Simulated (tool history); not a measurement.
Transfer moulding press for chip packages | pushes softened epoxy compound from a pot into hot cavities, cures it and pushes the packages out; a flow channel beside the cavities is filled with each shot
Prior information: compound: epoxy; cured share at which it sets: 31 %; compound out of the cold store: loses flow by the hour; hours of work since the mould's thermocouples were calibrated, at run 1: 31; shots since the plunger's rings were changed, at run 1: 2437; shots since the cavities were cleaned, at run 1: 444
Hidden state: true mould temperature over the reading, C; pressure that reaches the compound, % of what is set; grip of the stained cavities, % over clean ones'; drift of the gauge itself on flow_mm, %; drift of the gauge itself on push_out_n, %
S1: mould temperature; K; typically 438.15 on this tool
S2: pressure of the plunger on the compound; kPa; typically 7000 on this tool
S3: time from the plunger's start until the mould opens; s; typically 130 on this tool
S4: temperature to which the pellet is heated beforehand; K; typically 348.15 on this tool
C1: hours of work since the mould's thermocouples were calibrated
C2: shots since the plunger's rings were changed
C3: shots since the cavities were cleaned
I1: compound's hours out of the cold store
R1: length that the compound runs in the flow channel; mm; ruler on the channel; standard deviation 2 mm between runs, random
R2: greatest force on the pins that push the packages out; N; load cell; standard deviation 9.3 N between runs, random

run	hour	S1	S2	S3	S4	C1	C2	C3	I1	R1	R2
1	0.0	438.15	7000	130	348.15	31	2437	444	36.9	764	435
2	4.5	438.15	7000	130	348.15	33	2477	484	11.6	817	412
3	11.2	438.15	7000	130	348.15	37	2536	543	19.0	800	441
4	15.9	438.15	7000	130	348.15	40	2577	584	28.1	782	402
5	20.8	438.15	7000	130	348.15	43	2620	627	19.8	799	426
6	24.9	438.15	6590	130	348.15	46	2656	663	47.5	722	435
7	29.1	438.15	6590	130	348.15	48	2693	700	44.9	725	433
# hour 37.5: cavities cleaned with cleaning compound and waxed
8	37.5	438.15	6590	130	348.15	52	2753	0	9.0	798	422
9	41.6	438.15	6590	130	348.15	55	2789	36	30.0	752	416
10	46.9	438.15	6590	130	348.15	58	2835	82	18.9	779	414
11	52.9	438.15	7000	130	348.15	62	2888	135	41.6	756	416
# hour 59.2: plunger's sealing rings changed
12	60.3	438.15	7000	122	348.15	65	10	179	46.8	744	423
13	65.5	438.15	7270	143	348.15	68	55	224	14.3	825	413
14	73.0	438.15	7270	143	348.15	72	121	290	21.4	814	407
15	80.7	438.15	8350	161	343.15	77	188	357	42.5	823	387
16	88.6	438.15	8350	161	343.15	82	257	426	20.0	867	398
17	93.5	435.15	8350	162	343.15	85	301	470	28.3	873	403
18	101.5	435.15	8350	162	343.15	89	371	540	44.3	841	403
19	107.0	435.15	8350	162	343.15	93	419	588	42.0	841	420
20	113.0	436.15	8390	154	350.15	96	472	641	16.1	894	403
21	119.5	436.15	8390	154	350.15	100	529	698	18.4	888	419

Below are 3 alternative next runs, each starting from the tool's condition after run 21. Predict each:
# hour 127.9: cavities cleaned with cleaning compound and waxed
A	130.4	444.15	7000	130	348.15	106	612	22	24.3	?	?
# hour 127.9: cavities cleaned with cleaning compound and waxed
B	130.4	435.15	8390	154	350.15	106	612	22	28.7	?	?
# hour 127.9: cavities cleaned with cleaning compound and waxed
C	130.4	436.15	8390	154	353.15	106	612	22	16.7	?	?

run	R1	R2
A	758	397
B	868	424
C	890	407
Take away the tool's hidden state, keep each run's random variation, and the runs would have read:
run	R1	R2
A	758	396
B	868	423
C	890	406
